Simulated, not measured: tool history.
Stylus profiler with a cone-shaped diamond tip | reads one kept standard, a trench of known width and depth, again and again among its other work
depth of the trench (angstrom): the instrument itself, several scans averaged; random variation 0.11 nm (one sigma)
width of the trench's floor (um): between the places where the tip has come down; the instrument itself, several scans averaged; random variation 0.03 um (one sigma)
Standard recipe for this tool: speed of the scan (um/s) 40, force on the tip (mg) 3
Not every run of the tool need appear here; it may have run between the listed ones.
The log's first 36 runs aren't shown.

run    hour  speed of the scan (um/s)  force on the tip (mg)  depth of the trench (angstrom)  width of the trench's floor (um)
 37  1146.8                        15                   3.87                          5068.8                             46.13
 38    1194                        76                   1.37                          5038.6                             45.67
 39  1227.5                        76                   6.63                            5096                             45.91
 40  1254.5                        15                   3.33                          5065.1                             46.12
 41  1284.4                        73                   5.12                            5084                             45.82
 42  1327.1                        73                   5.12                          5084.3                             45.86
 43  1358.5                        73                   5.12                          5085.7                             45.82
 44  1385.2                       109                   7.73                          5105.9                             45.76
 45    1416                        15                      3                            5063                              45.9
 46  1453.8                        15                      3                          5062.3                             45.98

Branching from run 46: 5 alternative next runs. What would each branch give?
  A  1483.9                        33                   1.44                               ?                                 ?
  B  1483.9                        12                   6.52                               ?                                 ?
  C  1483.9                        12                      3                               ?                                 ?
  D  1483.9                        92                   4.29                               ?                                 ?
  E  1483.9                        16                   3.34                               ?                                 ?

run  depth of the trench (angstrom)  width of the trench's floor (um)
  A                          5042.1                              45.8
  B                          5096.3                             45.96
  C                          5064.1                             45.95
  D                          5077.3                             45.65
  E                            5067                             45.94
Without the tool's unlogged condition, the same runs would have read:
run  depth of the trench (angstrom)  width of the trench's floor (um)
  A                          5031.5                             46.81
  B                          5085.6                             46.97
  C                          5053.5                             46.95
  D                          5066.6                             46.66
  E                          5056.4                             46.95

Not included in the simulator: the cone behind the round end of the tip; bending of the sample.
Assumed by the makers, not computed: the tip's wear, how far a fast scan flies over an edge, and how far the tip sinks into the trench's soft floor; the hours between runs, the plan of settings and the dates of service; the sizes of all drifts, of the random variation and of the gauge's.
